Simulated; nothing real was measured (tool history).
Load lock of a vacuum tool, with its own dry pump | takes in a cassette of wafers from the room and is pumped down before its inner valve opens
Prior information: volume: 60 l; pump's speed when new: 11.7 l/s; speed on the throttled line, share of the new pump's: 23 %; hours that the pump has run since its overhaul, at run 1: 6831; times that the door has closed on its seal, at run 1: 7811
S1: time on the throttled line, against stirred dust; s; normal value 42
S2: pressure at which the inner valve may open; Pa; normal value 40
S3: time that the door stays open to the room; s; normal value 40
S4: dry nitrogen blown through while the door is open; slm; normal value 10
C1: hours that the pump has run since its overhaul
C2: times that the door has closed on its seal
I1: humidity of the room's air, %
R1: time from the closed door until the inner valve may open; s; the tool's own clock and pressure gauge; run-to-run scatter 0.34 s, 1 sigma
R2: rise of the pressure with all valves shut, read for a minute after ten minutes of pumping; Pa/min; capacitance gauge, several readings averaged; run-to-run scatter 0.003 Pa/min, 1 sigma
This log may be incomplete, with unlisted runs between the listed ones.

run,hour,S1,S2,S3,S4,C1,C2,I1,R1,R2
1,0,42,40,40,10,6831,7811,48,75.6,0.04
2,211.9,42,40,40,10,7042,8526,46.5,75.7,0.044
3,355,42,40,40,10,7186,9009,43.9,76.4,0.042
4,489.8,42,40,40,10,7320,9464,44.3,76,0.049
5,702.1,42,40,40,10,7533,10182,44.2,75.9,0.048
6,898.1,42,40,40,10,7729,10843,41.5,75.6,0.045
7,994.8,42,40,40,10,7825,11170,43.6,76.7,0.051
8,1108.9,42,40,40,20,7940,11555,43.5,76.4,0.055
9,1334.2,42,40,40,20,8165,12316,42.9,76.5,0.051
10,1529.9,42,68,40,20,8361,12977,40.7,73.6,0.054
11,1752.8,42,68,40,20,8583,13729,41.5,73.3,0.062
12,1891.7,42,68,40,20,8722,14198,43.8,73.8,0.057
13,2046.2,42,68,40,20,8877,14720,44.5,72.9,0.065
14,2233.3,42,40,40,10,9064,15352,43.8,77,0.076
15,2443.2,42,40,40,10,9274,16061,42.7,77.1,0.077
16,2544.8,42,40,40,10,9375,16404,47.3,77.5,0.082
17,2646.1,42,40,40,10,9477,16746,43.3,77.1,0.083
18,2783.5,76,40,40,13,9614,17210,40.8,102,0.084
19,2960.4,76,40,40,13,9791,17807,46.9,101.5,0.089
# hour 3088: dry pump taken out, an overhauled one fitted
20,3158.2,40,40,40,25,70,18455,44.5,70.3,0.092
21,3365.6,42,57,230,10,278,19155,43,70.5,0.132
22,3483.4,60,57,73,30,395,19553,43.7,83.7,0.088
23,3702.8,42,40,42,10,615,20294,48.5,71.5,0.107
24,3815.7,42,40,42,10,728,20675,41.8,72.1,0.105
25,3941.7,63,65,38,4,854,21101,42.8,85.9,0.11
26,4062.9,63,65,38,4,975,21510,44.1,85.5,0.113
27,4242.4,42,29,40,10,1154,22116,48,74.4,0.117
28,4427,42,29,40,10,1339,22739,43.2,73.5,0.118
29,4568.4,44,29,28,43,1480,23217,45.9,75.9,0.115
30,4760.9,44,29,28,43,1673,23867,44,75.5,0.112
31,4855,44,29,28,43,1767,24185,43.9,75.8,0.116
32,5032.3,42,29,40,20,1944,24783,47.3,74.5,0.13
33,5209.7,39,29,40,12,2122,25382,43.5,71.6,0.126

What if the next run were any one of these 3? Each begins from the tool's condition after run 33:
A,5324.4,30,37,117,12,2236,25769,41.4,?,?
B,5324.4,59,35,79,10,2236,25769,47.7,?,?
C,5324.4,70,29,40,27,2236,25769,43.7,?,?

run,R1,R2
A,64.3,0.148
B,86.4,0.154
C,95.9,0.135
Take away the tool's hidden state, keep each run's random variation, and the runs would have read:
run,R1,R2
A,64.1,0.026
B,86.2,0.031
C,95.7,0.012

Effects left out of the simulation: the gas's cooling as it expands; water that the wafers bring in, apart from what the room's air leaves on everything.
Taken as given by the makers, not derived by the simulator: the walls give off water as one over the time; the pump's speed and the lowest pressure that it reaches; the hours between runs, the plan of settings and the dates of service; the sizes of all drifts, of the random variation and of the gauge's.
